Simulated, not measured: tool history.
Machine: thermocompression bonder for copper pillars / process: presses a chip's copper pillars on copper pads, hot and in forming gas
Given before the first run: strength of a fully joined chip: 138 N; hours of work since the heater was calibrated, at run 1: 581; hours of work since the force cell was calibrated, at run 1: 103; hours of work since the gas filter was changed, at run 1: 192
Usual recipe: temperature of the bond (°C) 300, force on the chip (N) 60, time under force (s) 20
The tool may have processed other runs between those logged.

run	hour	temperature of the bond (°C)	force on the chip (N)	time under force (s)	hours of work since the heater was calibrated	hours of work since the force cell was calibrated	hours of work since the gas filter was changed	force that shears a chip off (N)
1	0.0	300	60	20	581	103	192	57.7
2	19.2	321	60	20	592	115	204	69.2
3	34.0	300	60	56	601	124	212	79.7
4	54.0	300	43	56	613	136	225	67.2
5	74.0	300	43	56	626	148	237	68.0
# hour 83.5: forming gas filter changed
6	99.8	300	43	56	641	164	10	73.9
7	116.7	300	44	56	651	174	20	75.1
8	128.5	300	44	56	658	181	27	73.8
9	140.2	300	60	28	665	188	34	70.0
10	153.9	300	60	20	674	196	43	61.2
11	179.4	300	60	20	689	212	58	62.6
12	200.5	300	60	20	702	225	71	60.6
13	214.5	300	60	20	710	233	79	61.0
14	236.2	300	60	20	724	246	93	62.2
15	257.7	271	60	20	737	259	106	45.0
16	279.6	271	60	20	750	273	119	45.8
17	295.2	271	60	20	759	282	128	43.6
18	313.8	271	60	20	771	293	140	43.8
19	330.5	271	60	20	781	303	150	44.5
20	345.3	293	75	20	790	312	159	63.8
21	363.0	316	44	20	800	323	169	56.6
22	381.8	316	44	20	812	335	181	57.4
23	400.2	284	57	19	823	346	192	47.8
24	423.6	325	44	24	837	360	206	65.1
25	441.5	318	39	15	848	371	217	48.1
26	454.9	328	60	20	856	379	225	74.4
27	474.8	296	43	11	868	391	237	35.1
# hour 483.6: forming gas filter changed
28	488.8	327	60	29	876	399	3	89.3
29	506.1	317	60	21	887	410	14	74.5
30	526.0	294	60	21	899	422	26	60.8
31	549.9	294	60	21	913	436	40	60.8
32	565.0	322	56	21	923	445	49	73.4
33	581.6	322	56	21	933	455	59	74.4
34	602.3	322	56	21	945	468	72	72.2
35	620.3	300	60	13	956	479	83	51.3
36	636.6	300	60	13	966	489	93	53.1
37	661.6	320	36	13	981	504	108	45.8

Predict each of these 4 candidate next runs independently; none follows another, all start after run 37:
A	684.8	314	71	13	995	518	122	?
B	684.8	289	36	13	995	518	122	?
C	684.8	313	85	30	995	518	122	?
D	684.8	330	60	20	995	518	122	?

run	force that shears a chip off (N)
A	65.7
B	32.3
C	91.1
D	78.5
Take away the tool's hidden state, keep each run's random variation, and the runs would have read:
run	force that shears a chip off (N)
A	65.3
B	31.5
C	91.8
D	78.7

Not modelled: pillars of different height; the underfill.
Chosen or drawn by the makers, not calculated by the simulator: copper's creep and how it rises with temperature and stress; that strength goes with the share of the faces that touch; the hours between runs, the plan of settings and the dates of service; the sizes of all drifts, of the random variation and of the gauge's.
